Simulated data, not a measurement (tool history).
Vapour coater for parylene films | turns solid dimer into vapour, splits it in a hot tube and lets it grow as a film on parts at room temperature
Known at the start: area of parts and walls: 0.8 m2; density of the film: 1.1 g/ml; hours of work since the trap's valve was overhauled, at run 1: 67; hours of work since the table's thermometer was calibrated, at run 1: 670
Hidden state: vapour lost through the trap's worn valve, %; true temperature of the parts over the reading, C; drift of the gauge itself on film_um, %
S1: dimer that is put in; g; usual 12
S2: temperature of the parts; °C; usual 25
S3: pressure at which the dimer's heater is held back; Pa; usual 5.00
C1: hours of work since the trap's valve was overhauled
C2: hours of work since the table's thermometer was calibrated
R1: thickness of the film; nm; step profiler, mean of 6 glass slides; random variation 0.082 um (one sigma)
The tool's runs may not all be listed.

| run | hour | S1 | S2 | S3 | C1 | C2 | R1 |
|---|---|---|---|---|---|---|---|
| 1 | 0.0 | 12 | 25 | 5.00 | 67 | 670 | 9620 |
| 2 | 9.5 | 12 | 25 | 5.00 | 74 | 677 | 9620 |
| 3 | 23.7 | 12 | 25 | 5.00 | 86 | 689 | 9710 |
| 4 | 41.2 | 12 | 25 | 5.00 | 100 | 703 | 9650 |
| 5 | 53.7 | 12 | 25 | 5.00 | 110 | 713 | 9530 |
| 6 | 71.9 | 12 | 25 | 5.00 | 124 | 728 | 9360 |
| 7 | 90.1 | 11 | 25 | 5.00 | 139 | 742 | 8650 |
| 8 | 110.3 | 11 | 25 | 5.00 | 155 | 759 | 8490 |
| 9 | 125.8 | 11 | 25 | 5.00 | 168 | 771 | 8640 |
| 10 | 140.1 | 11 | 25 | 5.00 | 179 | 782 | 8550 |
| 11 | 154.1 | 12 | 25 | 5.00 | 191 | 794 | 9440 |
| 12 | 171.8 | 7 | 18 | 5.67 | 205 | 808 | 7070 |
| 13 | 188.3 | 22 | 33 | 3.12 | 218 | 821 | 13990 |
| 14 | 201.3 | 12 | 21 | 11.41 | 229 | 832 | 9080 |
| 15 | 211.1 | 17 | 25 | 5.00 | 237 | 840 | 13240 |
| 16 | 228.9 | 15 | 37 | 5.68 | 251 | 854 | 6880 |
| 17 | 238.9 | 8 | 36 | 11.44 | 259 | 862 | 3270 |
| 18 | 252.2 | 8 | 30 | 3.94 | 270 | 873 | 5310 |
| 19 | 265.8 | 8 | 30 | 3.94 | 281 | 884 | 5240 |
| 20 | 274.4 | 8 | 30 | 3.94 | 288 | 891 | 5220 |
| 21 | 284.8 | 12 | 28 | 5.00 | 296 | 899 | 8280 |
| 22 | 294.8 | 7 | 25 | 5.00 | 304 | 907 | 5470 |

4 ways to go on from here, each from the tool as it stands after run 22. What would each give?
| A | 306.9 | 7 | 18 | 5.00 | 314 | 917 | ? |
| B | 306.9 | 20 | 20 | 5.00 | 314 | 917 | ? |
| C | 306.9 | 7 | 27 | 5.00 | 314 | 917 | ? |
| D | 306.9 | 12 | 25 | 11.30 | 314 | 917 | ? |

| run | R1 |
|---|---|
| A | 7030 |
| B | 18750 |
| C | 4940 |
| D | 7590 |
Without the tool's hidden state the same runs would have given:
| run | R1 |
|---|---|
| A | 7570 |
| B | 20220 |
| C | 5330 |
| D | 8180 |
